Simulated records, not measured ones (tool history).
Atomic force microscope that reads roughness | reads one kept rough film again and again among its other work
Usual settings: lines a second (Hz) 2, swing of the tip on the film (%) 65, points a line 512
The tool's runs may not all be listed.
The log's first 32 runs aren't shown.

run	hour	lines a second (Hz)	swing of the tip on the film (%)	points a line	pictures with this tip	hours of work since the height scale was calibrated	roughness of the kept film (nm (root mean square))
33	359.6	2	85	512	184	502	3.138
34	371.6	2	85	512	209	509	3.122
35	379.8	2.31	87	420	226	514	3.014
36	395.9	2	65	520	260	525	3.231
37	403.5	2	76	512	276	530	3.119
# hour 414.9: new tip fitted
38	418.9	2	76	512	9	539	3.415
39	432.7	2	62	349	38	548	3.469
40	449	2	62	349	72	558	3.413
41	465.6	1.82	73	512	107	569	3.387
42	476.7	2.68	74	544	131	576	3.247
43	488.5	2.68	74	281	156	583	3.24
44	495.6	2.68	74	281	171	588	3.196
45	510.9	2.68	74	281	203	597	3.14
46	525.5	2.68	74	281	234	607	3.116
47	532.9	2.68	74	281	249	611	3.125
48	547.7	3.16	74	299	281	621	3.05
49	555.3	3.16	74	299	297	626	3.029
# hour 556.8: new tip fitted
50	572.3	0.51	62	874	33	636	3.574
51	579.1	0.51	62	874	47	640	3.533
52	589.2	1.36	78	393	68	647	3.38
53	605.7	1.36	78	393	103	657	3.341

Forecast each of these 4 alternatives for the next run:
A	622.3	2	65	588	138	668	?
B	622.3	1.7	68	560	138	668	?
C	622.3	2	67	381	138	668	?
D	622.3	1.36	78	799	138	668	?

run	roughness of the kept film (nm (root mean square))
A	3.322
B	3.321
C	3.326
D	3.339
Without the tool's hidden state the same runs would have given:
run	roughness of the kept film (nm (root mean square))
A	3.492
B	3.49
C	3.496
D	3.51

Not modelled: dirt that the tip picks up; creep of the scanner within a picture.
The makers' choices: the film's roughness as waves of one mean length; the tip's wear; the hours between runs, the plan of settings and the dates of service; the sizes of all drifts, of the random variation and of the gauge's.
